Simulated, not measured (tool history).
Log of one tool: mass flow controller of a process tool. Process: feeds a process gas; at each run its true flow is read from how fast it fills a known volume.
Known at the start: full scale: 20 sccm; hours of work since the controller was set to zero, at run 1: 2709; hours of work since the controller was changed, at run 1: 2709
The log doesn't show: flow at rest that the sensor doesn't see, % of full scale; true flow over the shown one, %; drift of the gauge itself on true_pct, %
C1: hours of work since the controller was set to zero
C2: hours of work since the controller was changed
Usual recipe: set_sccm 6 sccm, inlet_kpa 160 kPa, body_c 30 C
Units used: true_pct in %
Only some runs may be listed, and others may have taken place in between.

Run 1, hour 0: usual settings; C1 2709; C2 2709. Result: true_pct 98.89 %.
Run 2, hour 97.2: usual settings but set_sccm 3 sccm; C1 2752; C2 2752. Result: true_pct 99.38 %.
Run 3, hour 183.5: usual settings but set_sccm 3 sccm, body_c 21 C; C1 2791; C2 2791. Result: true_pct 98.36 %.
Run 4, hour 279.1: usual settings but set_sccm 3 sccm, body_c 21 C; C1 2835; C2 2835. Result: true_pct 98.24 %.
Run 5, hour 382.8: usual settings but set_sccm 3 sccm, body_c 21 C; C1 2881; C2 2881. Result: true_pct 98.09 %.
Run 6, hour 544.5: usual settings but set_sccm 3 sccm, body_c 21 C; C1 2954; C2 2954. Result: true_pct 98.18 %.
Run 7, hour 668.2: usual settings but set_sccm 3 sccm, body_c 24 C; C1 3010; C2 3010. Result: true_pct 98.5 %.
Run 8, hour 843.3: usual settings but set_sccm 3 sccm, body_c 24 C; C1 3089; C2 3089. Result: true_pct 98.47 %.
Run 9, hour 949.2: usual settings but body_c 24 C; C1 3137; C2 3137. Result: true_pct 98.09 %.
Run 10, hour 1117.2: usual settings but body_c 24 C; C1 3213; C2 3213. Result: true_pct 97.96 %.
Run 11, hour 1224.5: usual settings; C1 3261; C2 3261. Result: true_pct 98.76 %.
Run 12, hour 1393.8: usual settings; C1 3338; C2 3338. Result: true_pct 98.57 %.
Run 13, hour 1477.1: usual settings but body_c 40 C; C1 3375; C2 3375. Result: true_pct 99.75 %.
Run 14, hour 1581.2: usual settings; C1 3422; C2 3422. Result: true_pct 98.61 %.
Run 15, hour 1721.3: usual settings; C1 3486; C2 3486. Result: true_pct 98.48 %.
Run 16, hour 1823.9: usual settings; C1 3532; C2 3532. Result: true_pct 98.59 %.
Run 17, hour 1926.1: usual settings; C1 3578; C2 3578. Result: true_pct 98.49 %.
Run 18, hour 2046.5: usual settings but body_c 27 C; C1 3632; C2 3632. Result: true_pct 98.1 %.
Run 19, hour 2161.5: usual settings but set_sccm 17 sccm, body_c 27 C; C1 3684; C2 3684. Result: true_pct 97.94 %.
Run 20, hour 2319.4: usual settings but set_sccm 17 sccm, body_c 27 C; C1 3756; C2 3756. Result: true_pct 98.08 %.
At hour 2331.5: controller's zero set anew.
Run 21, hour 2396.5: usual settings but set_sccm 13 sccm, body_c 39 C; C1 29; C2 3790. Result: true_pct 99.41 %.
Run 22, hour 2552.8: usual settings but set_sccm 14 sccm, inlet_kpa 167 kPa; C1 100; C2 3861. Result: true_pct 98.36 %.
Run 23, hour 2725.3: usual settings but inlet_kpa 256 kPa, body_c 26 C; C1 178; C2 3939. Result: true_pct 98.71 %.
Run 24, hour 2816.1: usual settings but inlet_kpa 176 kPa, body_c 32 C; C1 219; C2 3980. Result: true_pct 98.7 %.
Run 25, hour 2998.2: usual settings but set_sccm 7 sccm, inlet_kpa 188 kPa, body_c 32 C; C1 301; C2 4062. Result: true_pct 98.76 %.
Run 26, hour 3133.5: usual settings but set_sccm 11 sccm, inlet_kpa 210 kPa, body_c 39 C; C1 362; C2 4123. Result: true_pct 99.52 %.
At hour 3175.4: controller's zero set anew, once more.
Run 27, hour 3304.5: usual settings but set_sccm 11 sccm, inlet_kpa 210 kPa, body_c 39 C; C1 58; C2 4200. Result: true_pct 99.03 %.
Run 28, hour 3460.9: usual settings but set_sccm 11 sccm, inlet_kpa 179 kPa, body_c 25 C; C1 129; C2 4271. Result: true_pct 97.09 %.
Run 29, hour 3548.1: usual settings but inlet_kpa 149 kPa; C1 168; C2 4310. Result: true_pct 97.4 %.
Run 30, hour 3670.7: usual settings but set_sccm 11 sccm; C1 224; C2 4365. Result: true_pct 97.55 %.
Run 31, hour 3821.2: usual settings but set_sccm 7 sccm, inlet_kpa 279 kPa; C1 292; C2 4433. Result: true_pct 98.15 %.
Run 32, hour 3990.9: usual settings but set_sccm 3 sccm, inlet_kpa 279 kPa; C1 368; C2 4510. Result: true_pct 98.02 %.
Run 33, hour 4161.5: usual settings but set_sccm 3 sccm, inlet_kpa 279 kPa; C1 445; C2 4587. Result: true_pct 98.01 %.
Run 34, hour 4300.6: usual settings but set_sccm 3 sccm, inlet_kpa 279 kPa; C1 508; C2 4650. Result: true_pct 98.11 %.
Run 35, hour 4451.5: usual settings but set_sccm 16 sccm, inlet_kpa 199 kPa; C1 576; C2 4718. Result: true_pct 97.71 %.
Run 36, hour 4627.7: usual settings but set_sccm 4 sccm, body_c 24 C; C1 656; C2 4797. Result: true_pct 96.56 %.
Run 37, hour 4808.6: usual settings but set_sccm 10 sccm, inlet_kpa 237 kPa, body_c 33 C; C1 737; C2 4879. Result: true_pct 98.12 %.
Run 38, hour 4927: usual settings but set_sccm 10 sccm, inlet_kpa 237 kPa, body_c 26 C; C1 791; C2 4932. Result: true_pct 97.21 %.
Run 39, hour 5040.9: usual settings but set_sccm 10 sccm, inlet_kpa 203 kPa, body_c 23 C; C1 842; C2 4984. Result: true_pct 96.66 %.

For some of the steps in true_pct from one run to the next: how much would appear even if the tool had no hidden state, given the settings, what came in and random variation, and how much remains for the hidden state plus any gauge scatter that the measured result and the result without hidden state don't share?
Run 1 -> 2: set_sccm 6 -> 3. true_pct +0.49 %: hidden state +0.53, all else -0.04.
Run 8 -> 9: set_sccm 3 -> 6. true_pct -0.38 %: hidden state -0.6, all else +0.22.
Run 20 -> 21: set_sccm 17 -> 13, body_c 27 -> 39, controller's zero set anew. true_pct +1.33 %: hidden state +0.17, all else +1.16.
Run 26 -> 27: controller's zero set anew, once more. true_pct -0.49 %: hidden state -0.55, all else +0.06.
Run 27 -> 28: inlet_kpa 210 -> 179, body_c 39 -> 25. true_pct -1.94 %: hidden state -0.04, all else -1.9.
Run 36 -> 37: set_sccm 4 -> 10, inlet_kpa 160 -> 237, body_c 24 -> 33. true_pct +1.56 %: hidden state -0.14, all else +1.7.
